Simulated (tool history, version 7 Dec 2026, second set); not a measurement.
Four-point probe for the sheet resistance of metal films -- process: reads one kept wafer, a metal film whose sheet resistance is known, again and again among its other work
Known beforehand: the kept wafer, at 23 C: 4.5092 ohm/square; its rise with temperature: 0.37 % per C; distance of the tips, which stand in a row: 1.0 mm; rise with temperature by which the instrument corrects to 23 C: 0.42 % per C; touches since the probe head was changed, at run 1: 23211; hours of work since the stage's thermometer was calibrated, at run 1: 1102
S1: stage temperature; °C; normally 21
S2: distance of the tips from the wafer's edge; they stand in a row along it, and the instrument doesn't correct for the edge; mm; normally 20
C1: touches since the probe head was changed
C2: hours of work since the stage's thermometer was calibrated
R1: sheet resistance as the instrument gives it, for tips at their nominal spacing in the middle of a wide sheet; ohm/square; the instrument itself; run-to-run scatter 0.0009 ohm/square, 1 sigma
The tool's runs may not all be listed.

run      day  S1  S2     C1    C2        R1
  1        0  21  20  23211  1102   4.52647
  2    3.692  21  20  25145  1160  4.526507
  3    6.517  21  20  26626  1204  4.528441
  4   10.375  21  20  28647  1264  4.527546
  5   12.371  21  20  29691  1295  4.529652
  6   14.683  21  20  30903  1331  4.529055
  7   17.379  21  20  32315  1373  4.532108
  8   20.683  21  20  34047  1424  4.530911
  9   22.746  21  20  35127  1456  4.531724
 10   26.504  29  20  37095  1515  4.515782
 11   29.171  29  20  38492  1557  4.516762
 12   30.988  29  49  39444  1585  4.512567
 13   34.954  29  49  41523  1647  4.514323
 14   38.896  29  49  43586  1708  4.516607
 15   40.771  29  49  44569  1737  4.514646
 16   42.908  21  16  45688  1770  4.541167
 17   46.771  21  16  47712  1831     4.542
 18   49.804  21  16  49301  1878  4.543946
 19    51.55  19  20  50216  1905  4.547322
      52.754  -- stage's thermometer calibrated
 20   55.071  29  20  52050    36   4.51333
 21   56.938  35  20  53028    65  4.501553
 22   59.921  35  20  54589   112  4.502416
 23   63.529  35  20  56480   168  4.504116
 24   65.871  22  20  57707   204  4.531962
 25   67.646  26   3  58636   232  4.771971
 26   69.629  19   5  59674   263  4.628505
 27   71.758  19   5  60790   296  4.626616
 28   74.088  19   5  62011   332  4.630397
 29   77.742  21   9  63925   389  4.561177
 30    80.25  33   7  65238   428   4.55684
 31   83.642  29  41  67015   481  4.517434
 32   86.521  23  50  68523   526  4.528168
 33   90.467  33  14  70591   587  4.521502
 34   92.792  33  14  71808   623   4.52274
 35   96.225  20  32  73607   677  4.539997
 36   98.846  20  32  74980   718  4.541098
 37  101.471  19  23  76356   759  4.546082
 38  103.729  19  23  77537   794  4.547049
 39  107.167  34  15  79339   847  4.524274
 40  109.321  23  15  80467   881  4.545462
 41      111  31   5  81348   907  4.612765
 42  113.033  33   5  82412   939  4.611537
 43  115.375  21  35  83640   975  4.542447
 44  117.462  33  10  84732  1008  4.539983

Each row is a separate what-if for the run after 44, all from the same tool condition, not one after another. Results?
  A  120.458  21  34  86302  1054   ?
  B  120.458  33   5  86302  1054   ?
  C  120.458  19  54  86302  1054   ?
  D  120.458  30  20  86302  1054   ?
  E  120.458  34   7  86302  1054   ?

run        R1
  A   4.54565
  B  4.614215
  C  4.548083
  D  4.528516
  E  4.565912
With the hidden condition removed and each run's random variation left untouched, the same runs would have given:
run        R1
  A  4.516684
  B   4.58508
  C  4.519061
  D   4.49983
  E   4.53708

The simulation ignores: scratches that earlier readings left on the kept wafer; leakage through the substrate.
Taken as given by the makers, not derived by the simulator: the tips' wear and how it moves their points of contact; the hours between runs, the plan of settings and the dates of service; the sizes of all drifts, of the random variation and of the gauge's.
